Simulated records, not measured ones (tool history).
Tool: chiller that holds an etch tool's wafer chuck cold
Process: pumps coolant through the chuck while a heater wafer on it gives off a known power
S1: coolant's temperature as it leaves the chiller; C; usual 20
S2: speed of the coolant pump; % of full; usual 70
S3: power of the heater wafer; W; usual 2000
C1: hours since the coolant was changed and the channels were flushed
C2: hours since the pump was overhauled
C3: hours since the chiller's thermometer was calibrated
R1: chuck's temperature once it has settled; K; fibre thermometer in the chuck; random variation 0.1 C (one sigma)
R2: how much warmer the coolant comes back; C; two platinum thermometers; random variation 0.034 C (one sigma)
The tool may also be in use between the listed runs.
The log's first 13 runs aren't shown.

run    hour  S1  S2    S3    C1    C2    C3      R1    R2
 14   733.1  20  87  2000  8562  1062  3395  309.85  4.12
 15   789.5  15  70  2000  8618  1118  3451  306.75  5.26
 16   851.3  20  70  2000  8680  1180  3513  311.75  5.23
 17   907.1  28  95  2000  8736  1236  3569  316.95  3.80
 18   978.5  23  72  1323  8808  1307  3640  308.45  3.33
 19  1032.3  23  97  1323  8861  1361  3694  306.45  2.40
 20  1096.4  23  97  1323  8925  1425  3758  306.55  2.38
 21  1161.0  23  67  1030  8990  1489  3823  306.15  2.82
 22  1190.1  23  67  1030  9019  1519  3852  306.05  2.88
     1201.9  -- coolant pump overhauled
 23  1264.3  15  91  2730  9088    62  3921  310.35  5.38
     1277.7  -- coolant changed, channels flushed
 24  1331.6  14  75  2349    54   124  3982  306.25  5.77
 25  1375.5  23  88  1126    98   168  4026  304.65  2.31
 26  1418.5  26  92  1448   141   211  4069  309.85  2.87
 27  1449.6  26  92  1448   172   242  4100  309.75  2.84
 28  1490.2  11  93  1090   213   282  4141  292.15  2.11
     1540.1  -- coolant pump overhauled, once more
 29  1542.9  24  93  2700   260     3  4189  316.65  5.13
 30  1579.2  24  93  2700   297    39  4225  316.65  5.17
 31  1646.8  24  68  1373   364   107  4292  309.15  3.72
 32  1709.0  24  68  1624   426   169  4355  311.35  4.35

Forecast each of these 3 alternatives for the next run:
  A  1752.5  14  66  1377  470  212  4398   ?   ?
  B  1752.5  20  66  1100  470  212  4398   ?   ?
  C  1752.5  25  93  2986  470  212  4398   ?   ?

run      R1    R2
  A  299.45  3.83
  B  302.95  3.05
  C  319.75  5.67
Without the tool's hidden state the same runs would have given:
run      R1    R2
  A  299.05  3.82
  B  302.65  3.04
  C  319.35  5.65
